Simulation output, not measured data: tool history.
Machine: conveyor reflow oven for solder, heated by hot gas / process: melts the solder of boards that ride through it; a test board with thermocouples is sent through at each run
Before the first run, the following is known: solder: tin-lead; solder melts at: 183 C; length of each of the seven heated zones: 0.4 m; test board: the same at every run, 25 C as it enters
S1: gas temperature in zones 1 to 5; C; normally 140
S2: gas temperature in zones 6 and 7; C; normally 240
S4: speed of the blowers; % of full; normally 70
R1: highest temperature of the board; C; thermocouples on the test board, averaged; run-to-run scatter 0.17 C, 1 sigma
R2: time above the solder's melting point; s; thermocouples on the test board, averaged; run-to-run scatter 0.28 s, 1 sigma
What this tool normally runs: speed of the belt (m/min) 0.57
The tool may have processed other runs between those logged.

run 1 hour=0 | S1=140 S2=240 speed_of_the_belt_(m/min)=0.57 S4=70 | R1=227.7 R2=72.5
run 2 hour=14.3 | S1=140 S2=240 speed_of_the_belt_(m/min)=0.57 S4=70 | R1=227.8 R2=72
run 3 hour=37.8 | S1=153 S2=240 speed_of_the_belt_(m/min)=0.57 S4=70 | R1=229.9 R2=78.9
run 4 hour=52.7 | S1=127 S2=240 speed_of_the_belt_(m/min)=0.57 S4=70 | R1=226.1 R2=67
run 5 hour=69.5 | S1=127 S2=240 speed_of_the_belt_(m/min)=0.57 S4=63 | R1=223.5 R2=65.5
run 6 hour=84.2 | S1=140 S2=240 speed_of_the_belt_(m/min)=0.57 S4=70 | R1=227.8 R2=72.8
run 7 hour=97.7 | S1=140 S2=255 speed_of_the_belt_(m/min)=0.607 S4=54 | R1=233.2 R2=70.8
run 8 hour=115.5 | S1=140 S2=243 speed_of_the_belt_(m/min)=0.499 S4=69 | R1=233.7 R2=87
run 9 hour=128.1 | S1=140 S2=234 speed_of_the_belt_(m/min)=0.499 S4=55 | R1=221.8 R2=78.2
run 10 hour=145.8 | S1=136 S2=234 speed_of_the_belt_(m/min)=0.637 S4=55 | R1=212.7 R2=51.2
run 11 hour=163.6 | S1=136 S2=234 speed_of_the_belt_(m/min)=0.637 S4=55 | R1=213 R2=51.4

Run by run, hidden condition taken away, random variation retained:
Hidden state present: heat that the gas passes to the board, % of a clean oven's; belt's true speed, % of the reading; true gas temperature in zones 6 and 7 over the reading, C; drift of the gauge itself on peak_c, C; drift of the gauge itself on liquid_s, %.
run=1 R1=226.8 R2=71.5
run=2 R1=226.8 R2=71.1
run=3 R1=228.9 R2=78
run=4 R1=225.2 R2=66.1
run=5 R1=222.6 R2=64.4
run=6 R1=226.9 R2=71.8
run=7 R1=232.3 R2=69.8
run=8 R1=232.7 R2=85.9
run=9 R1=220.8 R2=77
run=10 R1=211.8 R2=50.1
run=11 R1=212.1 R2=50.4
